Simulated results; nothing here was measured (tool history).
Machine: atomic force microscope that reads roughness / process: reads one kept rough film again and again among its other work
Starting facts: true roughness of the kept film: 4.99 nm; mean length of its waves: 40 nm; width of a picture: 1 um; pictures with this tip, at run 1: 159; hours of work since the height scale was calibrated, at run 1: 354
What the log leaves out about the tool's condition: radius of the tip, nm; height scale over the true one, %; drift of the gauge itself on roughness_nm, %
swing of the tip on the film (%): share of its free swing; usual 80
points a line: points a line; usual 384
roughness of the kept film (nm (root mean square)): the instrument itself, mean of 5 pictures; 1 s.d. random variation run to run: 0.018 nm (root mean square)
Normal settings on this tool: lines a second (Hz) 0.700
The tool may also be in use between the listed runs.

| run | hour | lines a second (Hz) | swing of the tip on the film (%) | points a line | pictures with this tip | hours of work since the height scale was calibrated | roughness of the kept film (nm (root mean square)) |
|---|---|---|---|---|---|---|---|
| 1 | 0.0 | 0.700 | 80 | 384 | 159 | 354 | 4.005 |
| 2 | 24.9 | 0.700 | 80 | 964 | 206 | 370 | 3.977 |
| 3 | 53.2 | 0.700 | 80 | 964 | 260 | 388 | 3.885 |
|  | 77.8 | new tip fitted |
| 4 | 90.0 | 0.700 | 80 | 384 | 23 | 412 | 4.205 |
| 5 | 122.8 | 0.700 | 80 | 384 | 85 | 433 | 4.112 |
| 6 | 152.9 | 0.700 | 80 | 407 | 142 | 453 | 4.048 |
| 7 | 185.0 | 0.700 | 80 | 407 | 204 | 474 | 3.959 |
| 8 | 211.3 | 0.700 | 80 | 384 | 254 | 491 | 3.896 |
|  | 240.2 | new tip fitted |
| 9 | 240.2 | 0.700 | 80 | 384 | 0 | 509 | 4.305 |
| 10 | 262.0 | 1.686 | 76 | 384 | 41 | 524 | 4.012 |
| 11 | 292.6 | 1.745 | 86 | 274 | 99 | 544 | 3.595 |
|  | 296.2 | height scale calibrated on a step standard |
| 12 | 337.1 | 3.217 | 75 | 293 | 182 | 27 | 3.471 |
| 13 | 370.6 | 3.217 | 75 | 293 | 246 | 48 | 3.379 |
| 14 | 389.7 | 3.217 | 75 | 293 | 282 | 61 | 3.368 |
|  | 404.4 | new tip fitted |
| 15 | 431.1 | 1.108 | 55 | 769 | 51 | 88 | 4.387 |
| 16 | 472.0 | 1.108 | 55 | 769 | 129 | 114 | 4.230 |
|  | 494.5 | height scale calibrated on a step standard, once more |
| 17 | 508.0 | 3.153 | 55 | 315 | 195 | 9 | 4.008 |
| 18 | 530.2 | 1.644 | 58 | 321 | 238 | 23 | 4.043 |

4 options for the next run, each taken on its own from the tool as it stands now. Forecast them:
| A | 557.7 | 0.925 | 58 | 321 | 290 | 41 | ? |
| B | 557.7 | 1.653 | 89 | 412 | 290 | 41 | ? |
| C | 557.7 | 0.789 | 81 | 952 | 290 | 41 | ? |
| D | 557.7 | 1.644 | 58 | 503 | 290 | 41 | ? |

| run | roughness of the kept film (nm (root mean square)) |
|---|---|
| A | 4.031 |
| B | 3.348 |
| C | 3.838 |
| D | 3.944 |
Without the tool's hidden state the same runs would have given:
| run | roughness of the kept film (nm (root mean square)) |
|---|---|
| A | 4.480 |
| B | 3.721 |
| C | 4.265 |
| D | 4.384 |
